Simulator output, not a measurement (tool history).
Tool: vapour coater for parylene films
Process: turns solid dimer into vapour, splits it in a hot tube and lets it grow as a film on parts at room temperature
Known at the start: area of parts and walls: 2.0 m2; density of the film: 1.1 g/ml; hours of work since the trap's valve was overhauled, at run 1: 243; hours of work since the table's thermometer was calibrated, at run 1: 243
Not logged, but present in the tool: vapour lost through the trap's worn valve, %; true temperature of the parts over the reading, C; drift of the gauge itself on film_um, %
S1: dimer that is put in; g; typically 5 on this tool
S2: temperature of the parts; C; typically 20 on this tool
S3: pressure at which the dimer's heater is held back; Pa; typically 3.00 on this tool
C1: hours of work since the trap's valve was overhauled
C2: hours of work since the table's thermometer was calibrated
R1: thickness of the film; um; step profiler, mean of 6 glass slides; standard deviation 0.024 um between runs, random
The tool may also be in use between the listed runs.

{"run": 1, "day": 0.0, "S1": 5, "S2": 20, "S3": 3.0, "C1": 243, "C2": 243, "R1": 1.61}
{"run": 2, "day": 1.533, "S1": 5, "S2": 20, "S3": 3.0, "C1": 259, "C2": 259, "R1": 1.56}
{"run": 3, "day": 3.238, "S1": 5, "S2": 20, "S3": 5.35, "C1": 277, "C2": 277, "R1": 1.53}
{"run": 4, "day": 5.379, "S1": 5, "S2": 20, "S3": 5.35, "C1": 300, "C2": 300, "R1": 1.5}
{"run": 5, "day": 7.196, "S1": 5, "S2": 20, "S3": 5.35, "C1": 319, "C2": 319, "R1": 1.49}
{"run": 6, "day": 8.892, "S1": 5, "S2": 20, "S3": 5.35, "C1": 336, "C2": 336, "R1": 1.44}
{"run": 7, "day": 11.529, "S1": 4, "S2": 20, "S3": 3.0, "C1": 364, "C2": 364, "R1": 1.2}
{"run": 8, "day": 13.871, "S1": 2, "S2": 20, "S3": 3.0, "C1": 388, "C2": 388, "R1": 0.64}
{"run": 9, "day": 15.796, "S1": 2, "S2": 20, "S3": 3.0, "C1": 409, "C2": 409, "R1": 0.58}
{"run": 10, "day": 17.788, "S1": 2, "S2": 20, "S3": 3.0, "C1": 429, "C2": 429, "R1": 0.58}
{"run": 11, "day": 20.646, "S1": 2, "S2": 20, "S3": 3.0, "C1": 459, "C2": 459, "R1": 0.57}
{"run": 12, "day": 23.421, "S1": 2, "S2": 20, "S3": 3.0, "C1": 488, "C2": 488, "R1": 0.56}
{"day": 25.783, "done": "trap's valve overhauled"}
{"run": 13, "day": 26.454, "S1": 2, "S2": 20, "S3": 3.0, "C1": 7, "C2": 518, "R1": 0.66}
{"run": 14, "day": 29.321, "S1": 2, "S2": 20, "S3": 3.0, "C1": 37, "C2": 548, "R1": 0.65}
{"run": 15, "day": 32.658, "S1": 5, "S2": 20, "S3": 6.09, "C1": 72, "C2": 583, "R1": 1.53}
{"run": 16, "day": 34.992, "S1": 5, "S2": 20, "S3": 6.09, "C1": 96, "C2": 607, "R1": 1.52}
{"run": 17, "day": 38.058, "S1": 5, "S2": 20, "S3": 6.09, "C1": 128, "C2": 639, "R1": 1.56}
{"run": 18, "day": 39.688, "S1": 5, "S2": 20, "S3": 6.09, "C1": 145, "C2": 656, "R1": 1.54}
{"run": 19, "day": 42.725, "S1": 5, "S2": 20, "S3": 3.48, "C1": 177, "C2": 688, "R1": 1.57}
{"run": 20, "day": 44.9, "S1": 5, "S2": 20, "S3": 3.48, "C1": 200, "C2": 711, "R1": 1.62}
{"run": 21, "day": 47.7, "S1": 3, "S2": 20, "S3": 4.27, "C1": 229, "C2": 740, "R1": 0.91}
{"day": 47.888, "done": "table's thermometer calibrated"}
{"run": 22, "day": 49.188, "S1": 3, "S2": 20, "S3": 4.27, "C1": 244, "C2": 14, "R1": 0.95}
{"run": 23, "day": 51.262, "S1": 5, "S2": 20, "S3": 7.93, "C1": 266, "C2": 35, "R1": 1.43}
{"run": 24, "day": 53.55, "S1": 4, "S2": 20, "S3": 2.04, "C1": 290, "C2": 59, "R1": 1.25}
{"run": 25, "day": 55.179, "S1": 5, "S2": 20, "S3": 8.44, "C1": 307, "C2": 76, "R1": 1.41}
{"run": 26, "day": 58.538, "S1": 8, "S2": 13, "S3": 3.34, "C1": 342, "C2": 111, "R1": 2.87}
{"day": 60.879, "done": "table's thermometer calibrated, once more"}
{"run": 27, "day": 61.867, "S1": 8, "S2": 13, "S3": 2.2, "C1": 376, "C2": 10, "R1": 2.85}
{"run": 28, "day": 64.458, "S1": 6, "S2": 20, "S3": 3.0, "C1": 403, "C2": 37, "R1": 1.84}
{"run": 29, "day": 66.842, "S1": 5, "S2": 15, "S3": 3.0, "C1": 428, "C2": 62, "R1": 1.65}
{"run": 30, "day": 70.138, "S1": 5, "S2": 17, "S3": 2.8, "C1": 463, "C2": 97, "R1": 1.57}
{"run": 31, "day": 72.954, "S1": 5, "S2": 18, "S3": 2.22, "C1": 492, "C2": 126, "R1": 1.56}

Here are 5 independent what-if runs from the current tool condition. What would each one return?
{"day": 74.929, "done": "trap's valve overhauled"}
{"run": "A", "day": 76.292, "S1": 5, "S2": 20, "S3": 3.49, "C1": 14, "C2": 159, "R1": "?"}
{"day": 74.929, "done": "trap's valve overhauled"}
{"run": "B", "day": 76.292, "S1": 4, "S2": 17, "S3": 2.22, "C1": 14, "C2": 159, "R1": "?"}
{"day": 74.929, "done": "trap's valve overhauled"}
{"run": "C", "day": 76.292, "S1": 5, "S2": 20, "S3": 2.49, "C1": 14, "C2": 159, "R1": "?"}
{"day": 74.929, "done": "trap's valve overhauled"}
{"run": "D", "day": 76.292, "S1": 4, "S2": 20, "S3": 2.38, "C1": 14, "C2": 159, "R1": "?"}
{"day": 74.929, "done": "trap's valve overhauled"}
{"run": "E", "day": 76.292, "S1": 5, "S2": 14, "S3": 2.79, "C1": 14, "C2": 159, "R1": "?"}

run=A R1=1.64
run=B R1=1.52
run=C R1=1.76
run=D R1=1.39
run=E R1=1.91
With no hidden state in the tool, these same runs would have given:
run=A R1=1.65
run=B R1=1.53
run=C R1=1.78
run=D R1=1.40
run=E R1=1.93

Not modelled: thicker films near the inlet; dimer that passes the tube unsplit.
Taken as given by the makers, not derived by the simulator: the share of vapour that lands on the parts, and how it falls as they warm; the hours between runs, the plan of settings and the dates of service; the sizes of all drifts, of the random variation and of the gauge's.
